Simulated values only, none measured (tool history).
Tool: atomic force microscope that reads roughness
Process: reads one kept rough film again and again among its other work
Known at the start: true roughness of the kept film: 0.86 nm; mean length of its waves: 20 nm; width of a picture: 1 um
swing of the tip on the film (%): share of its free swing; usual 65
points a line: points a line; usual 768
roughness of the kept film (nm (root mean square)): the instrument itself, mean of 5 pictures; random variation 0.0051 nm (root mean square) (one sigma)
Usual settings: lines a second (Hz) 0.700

run,hour,lines a second (Hz),swing of the tip on the film (%),points a line,roughness of the kept film (nm (root mean square))
1,0.0,0.700,65,768,0.752
2,33.1,0.700,65,768,0.742
3,62.8,0.700,65,976,0.738
4,101.8,0.700,65,841,0.727
5,138.7,0.700,70,841,0.718
# hour 142.4: new tip fitted
6,169.6,0.700,70,544,0.787
7,206.8,0.700,70,544,0.781
8,233.7,0.700,70,544,0.769
9,270.4,0.700,70,544,0.755
10,304.8,0.700,70,544,0.746
# hour 308.4: height scale calibrated on a step standard
11,339.5,1.202,72,634,0.717
12,363.9,0.700,65,361,0.725
13,386.2,0.700,65,361,0.715
14,419.3,0.700,66,337,0.708
# hour 447.9: new tip fitted
15,455.5,0.949,84,752,0.763
16,495.3,2.035,65,912,0.757
# hour 508.4: height scale calibrated on a step standard, once more
17,530.4,0.700,65,894,0.780
18,567.7,0.700,65,894,0.777
19,592.9,0.700,65,894,0.766

5 ways to go on from here, each from the tool as it stands after run 19. What would each give?
A,623.4,1.611,88,299,?
B,623.4,0.700,65,526,?
C,623.4,1.219,63,768,?
D,623.4,2.075,69,768,?
E,623.4,0.700,70,768,?

run,roughness of the kept film (nm (root mean square))
A,0.665
B,0.749
C,0.734
D,0.719
E,0.753
Without the tool's hidden state the same runs would have given:
run,roughness of the kept film (nm (root mean square))
A,0.715
B,0.805
C,0.790
D,0.773
E,0.810

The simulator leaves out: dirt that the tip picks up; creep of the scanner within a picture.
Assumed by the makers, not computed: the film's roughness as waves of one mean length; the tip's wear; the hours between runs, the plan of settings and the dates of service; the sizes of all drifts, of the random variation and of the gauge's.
